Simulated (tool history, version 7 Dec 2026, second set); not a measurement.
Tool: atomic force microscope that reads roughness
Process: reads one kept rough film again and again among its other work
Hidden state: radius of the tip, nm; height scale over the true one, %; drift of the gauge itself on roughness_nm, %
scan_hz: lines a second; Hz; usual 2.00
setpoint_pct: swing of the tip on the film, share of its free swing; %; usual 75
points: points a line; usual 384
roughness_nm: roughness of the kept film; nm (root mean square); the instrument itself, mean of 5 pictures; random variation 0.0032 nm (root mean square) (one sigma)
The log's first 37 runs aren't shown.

| run | day | scan_hz | setpoint_pct | points | pictures with this tip | hours of work since the height scale was calibrated | roughness_nm |
|---|---|---|---|---|---|---|---|
|  | 73.821 | height scale calibrated on a step standard |
| 38 | 75.567 | 2.70 | 81 | 672 | 188 | 24 | 0.548 |
|  | 76.171 | new tip fitted |
| 39 | 77.392 | 2.70 | 81 | 672 | 39 | 48 | 0.570 |
| 40 | 79.304 | 1.42 | 66 | 384 | 99 | 74 | 0.635 |
| 41 | 81.742 | 0.96 | 57 | 312 | 176 | 108 | 0.639 |
|  | 82.712 | new tip fitted |
| 42 | 84.129 | 0.97 | 71 | 880 | 45 | 140 | 0.648 |
| 43 | 86.454 | 0.97 | 71 | 880 | 118 | 171 | 0.636 |
| 44 | 88.408 | 0.97 | 72 | 968 | 180 | 198 | 0.631 |
|  | 89.321 | new tip fitted |
| 45 | 90.504 | 2.23 | 79 | 968 | 38 | 226 | 0.590 |
| 46 | 92.204 | 3.49 | 79 | 555 | 91 | 249 | 0.542 |
| 47 | 94.304 | 1.15 | 75 | 987 | 158 | 278 | 0.627 |
| 48 | 95.467 | 1.15 | 67 | 437 | 194 | 294 | 0.623 |
|  | 95.888 | new tip fitted |
| 49 | 97.983 | 0.90 | 59 | 497 | 66 | 328 | 0.658 |
| 50 | 100.300 | 0.90 | 59 | 497 | 139 | 359 | 0.648 |
|  | 102.521 | new tip fitted |
| 51 | 103.017 | 3.29 | 75 | 329 | 15 | 396 | 0.570 |

Forecast each of these 3 alternatives for the next run:
| A | 104.992 | 3.28 | 55 | 329 | 78 | 423 | ? |
| B | 104.992 | 3.66 | 75 | 350 | 78 | 423 | ? |
| C | 104.992 | 1.58 | 57 | 402 | 78 | 423 | ? |

| run | roughness_nm |
|---|---|
| A | 0.630 |
| B | 0.556 |
| C | 0.646 |
Without the tool's hidden state the same runs would have given:
| run | roughness_nm |
|---|---|
| A | 0.647 |
| B | 0.571 |
| C | 0.664 |
